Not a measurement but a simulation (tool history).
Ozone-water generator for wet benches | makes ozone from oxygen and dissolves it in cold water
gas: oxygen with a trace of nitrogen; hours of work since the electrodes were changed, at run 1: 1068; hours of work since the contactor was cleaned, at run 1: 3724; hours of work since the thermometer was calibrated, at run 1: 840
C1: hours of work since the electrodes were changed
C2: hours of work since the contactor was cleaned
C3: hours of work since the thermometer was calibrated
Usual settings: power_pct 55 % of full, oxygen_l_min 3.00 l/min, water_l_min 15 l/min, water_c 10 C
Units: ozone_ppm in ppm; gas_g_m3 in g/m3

{"run": 1, "hour": 0.0, "power_pct": 55, "oxygen_l_min": 3.0, "water_l_min": 15, "water_c": 10, "C1": 1068, "C2": 3724, "C3": 840, "ozone_ppm": 13.5, "gas_g_m3": 146.3}
{"run": 2, "hour": 40.7, "power_pct": 55, "oxygen_l_min": 3.0, "water_l_min": 15, "water_c": 10, "C1": 1094, "C2": 3749, "C3": 865, "ozone_ppm": 13.5, "gas_g_m3": 144.6}
{"run": 3, "hour": 88.4, "power_pct": 55, "oxygen_l_min": 3.0, "water_l_min": 15, "water_c": 10, "C1": 1123, "C2": 3779, "C3": 895, "ozone_ppm": 13.6, "gas_g_m3": 145.8}
{"run": 4, "hour": 124.2, "power_pct": 55, "oxygen_l_min": 3.0, "water_l_min": 15, "water_c": 10, "C1": 1145, "C2": 3801, "C3": 917, "ozone_ppm": 13.6, "gas_g_m3": 146.4}
{"run": 5, "hour": 165.4, "power_pct": 55, "oxygen_l_min": 3.05, "water_l_min": 15, "water_c": 10, "C1": 1171, "C2": 3826, "C3": 943, "ozone_ppm": 13.6, "gas_g_m3": 144.5}
{"run": 6, "hour": 227.8, "power_pct": 55, "oxygen_l_min": 3.05, "water_l_min": 15, "water_c": 10, "C1": 1209, "C2": 3865, "C3": 981, "ozone_ppm": 13.6, "gas_g_m3": 145.8}
{"run": 7, "hour": 289.3, "power_pct": 55, "oxygen_l_min": 3.0, "water_l_min": 15, "water_c": 10, "C1": 1247, "C2": 3903, "C3": 1019, "ozone_ppm": 13.6, "gas_g_m3": 146.5}
{"run": 8, "hour": 347.0, "power_pct": 55, "oxygen_l_min": 3.0, "water_l_min": 12, "water_c": 10, "C1": 1283, "C2": 3938, "C3": 1055, "ozone_ppm": 16.8, "gas_g_m3": 145.5}
{"run": 9, "hour": 413.6, "power_pct": 55, "oxygen_l_min": 3.0, "water_l_min": 12, "water_c": 10, "C1": 1324, "C2": 3980, "C3": 1096, "ozone_ppm": 16.5, "gas_g_m3": 144.2}
{"run": 10, "hour": 448.7, "power_pct": 55, "oxygen_l_min": 3.0, "water_l_min": 15, "water_c": 6, "C1": 1346, "C2": 4001, "C3": 1118, "ozone_ppm": 14.0, "gas_g_m3": 146.7}
{"hour": 452.9, "done": "water thermometer calibrated"}
{"hour": 472.0, "done": "contactor cleaned"}
{"run": 11, "hour": 512.3, "power_pct": 55, "oxygen_l_min": 3.0, "water_l_min": 15, "water_c": 10, "C1": 1382, "C2": 25, "C3": 34, "ozone_ppm": 13.8, "gas_g_m3": 144.5}
{"run": 12, "hour": 552.1, "power_pct": 55, "oxygen_l_min": 3.0, "water_l_min": 22, "water_c": 10, "C1": 1407, "C2": 50, "C3": 59, "ozone_ppm": 9.4, "gas_g_m3": 144.1}
{"run": 13, "hour": 587.1, "power_pct": 55, "oxygen_l_min": 2.13, "water_l_min": 15, "water_c": 10, "C1": 1429, "C2": 71, "C3": 80, "ozone_ppm": 12.4, "gas_g_m3": 166.9}
{"hour": 608.5, "done": "water thermometer calibrated, once more"}
{"run": 14, "hour": 635.5, "power_pct": 55, "oxygen_l_min": 3.0, "water_l_min": 15, "water_c": 10, "C1": 1458, "C2": 101, "C3": 17, "ozone_ppm": 13.8, "gas_g_m3": 145.2}
{"run": 15, "hour": 681.7, "power_pct": 55, "oxygen_l_min": 3.0, "water_l_min": 15, "water_c": 10, "C1": 1487, "C2": 129, "C3": 45, "ozone_ppm": 13.9, "gas_g_m3": 145.4}
{"run": 16, "hour": 743.4, "power_pct": 55, "oxygen_l_min": 3.0, "water_l_min": 23, "water_c": 10, "C1": 1525, "C2": 167, "C3": 83, "ozone_ppm": 8.6, "gas_g_m3": 145.4}
{"run": 17, "hour": 780.5, "power_pct": 55, "oxygen_l_min": 3.02, "water_l_min": 10, "water_c": 10, "C1": 1548, "C2": 190, "C3": 106, "ozone_ppm": 19.8, "gas_g_m3": 144.4}
{"run": 18, "hour": 814.6, "power_pct": 55, "oxygen_l_min": 3.0, "water_l_min": 15, "water_c": 15, "C1": 1569, "C2": 212, "C3": 127, "ozone_ppm": 12.9, "gas_g_m3": 144.1}
{"run": 19, "hour": 876.5, "power_pct": 55, "oxygen_l_min": 1.5, "water_l_min": 17, "water_c": 10, "C1": 1607, "C2": 250, "C3": 166, "ozone_ppm": 9.5, "gas_g_m3": 191.3}
{"run": 20, "hour": 933.1, "power_pct": 43, "oxygen_l_min": 4.96, "water_l_min": 10, "water_c": 8, "C1": 1642, "C2": 285, "C3": 201, "ozone_ppm": 18.6, "gas_g_m3": 102.1}
{"run": 21, "hour": 1006.2, "power_pct": 55, "oxygen_l_min": 2.11, "water_l_min": 17, "water_c": 6, "C1": 1688, "C2": 330, "C3": 246, "ozone_ppm": 11.3, "gas_g_m3": 166.0}
{"run": 22, "hour": 1056.9, "power_pct": 55, "oxygen_l_min": 2.11, "water_l_min": 17, "water_c": 6, "C1": 1719, "C2": 361, "C3": 277, "ozone_ppm": 11.1, "gas_g_m3": 165.5}
{"run": 23, "hour": 1138.6, "power_pct": 55, "oxygen_l_min": 2.11, "water_l_min": 17, "water_c": 6, "C1": 1769, "C2": 412, "C3": 328, "ozone_ppm": 11.0, "gas_g_m3": 165.8}
{"run": 24, "hour": 1182.8, "power_pct": 55, "oxygen_l_min": 2.11, "water_l_min": 17, "water_c": 6, "C1": 1797, "C2": 439, "C3": 355, "ozone_ppm": 11.1, "gas_g_m3": 166.9}
{"run": 25, "hour": 1233.6, "power_pct": 42, "oxygen_l_min": 3.0, "water_l_min": 15, "water_c": 8, "C1": 1828, "C2": 471, "C3": 387, "ozone_ppm": 11.9, "gas_g_m3": 123.4}

Forecast run 26:
{"run": 26, "hour": 1314.2, "power_pct": 79, "oxygen_l_min": 1.88, "water_l_min": 18, "water_c": 11, "C1": 1878, "C2": 520, "C3": 436, "ozone_ppm": "?", "gas_g_m3": "?"}

ozone_ppm: 11.9 ppm
gas_g_m3: 212.4 g/m3
Without the tool's hidden state the same run would have given ozone_ppm 12.6 ppm, gas_g_m3 224.6 g/m3.
